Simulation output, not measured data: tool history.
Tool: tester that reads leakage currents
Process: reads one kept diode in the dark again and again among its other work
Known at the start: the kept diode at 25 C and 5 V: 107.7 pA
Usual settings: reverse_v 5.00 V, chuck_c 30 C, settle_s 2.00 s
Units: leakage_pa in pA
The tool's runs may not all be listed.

run   hour  reverse_v  chuck_c  settle_s  leakage_pa
  1    0.0       5.00       30      2.00      180.79
  2   26.9       5.00       30      8.01      182.17
  3   53.8       5.00       30      2.00      181.80
  4   88.0       5.00       30      2.00      182.90
  5  109.7       5.00       30      0.95      182.42
  6  125.2       5.00       30      0.95      183.40
  7  154.6       5.00       30      0.95      183.94
  8  179.8       5.00       30      2.00      185.57
  9  199.1       5.00       30      2.00      184.26
 10  213.4       5.00       30      2.00      185.63
 11  235.6       5.00       37      2.00      307.61
 12  263.4       5.00       37      2.00      308.29
 13  290.6       5.00       30      2.00      187.30
 14  321.2      10.73       30      2.00      244.39
     325.9  -- probe card cleaned and baked
 15  344.5      10.73       30      2.00      228.20
 16  375.8       5.00       30      2.00      180.36
 17  394.4       4.23       30      2.00      171.91
 18  428.0       5.00       30      2.00      181.60
 19  454.9       5.00       30      2.00      182.68
 20  488.9       9.63       30      0.98      224.38
 21  523.5       5.00       22      0.65       98.89
 22  550.8       9.33       37      1.11      376.12
 23  574.6       9.33       37      1.11      376.32
 24  599.6       9.33       37      1.11      377.90
 25  630.9       9.33       37      1.11      378.38
 26  662.5       1.24       39      2.00      235.60
 27  681.9      14.68       28      0.32      226.93
 28  699.6       1.28       30      0.61      122.79
 29  732.3      16.98       37      0.42      462.31
 30  756.9      16.98       37      0.42      464.69
 31  786.0      16.98       37      0.42      465.45
 32  806.0      16.98       37      0.42      467.34
 33  833.1      12.33       48      2.00      907.01
 34  856.4      12.33       48      2.00      905.79
 35  880.2       5.86       35      2.00      290.29
 36  907.2       3.48       34      2.24      230.30
 37  935.3       5.00       26      4.24      141.62

Forecast each of these 3 alternatives for the next run:
  A  954.4       2.11       21      0.41           ?
  B  954.4       1.91       30      4.24           ?
  C  954.4       3.66       26      4.24           ?

run  leakage_pa
  A       73.31
  B      142.56
  C      128.45
Without the tool's hidden state the same runs would have given:
run  leakage_pa
  A       60.16
  B      118.95
  C      105.98
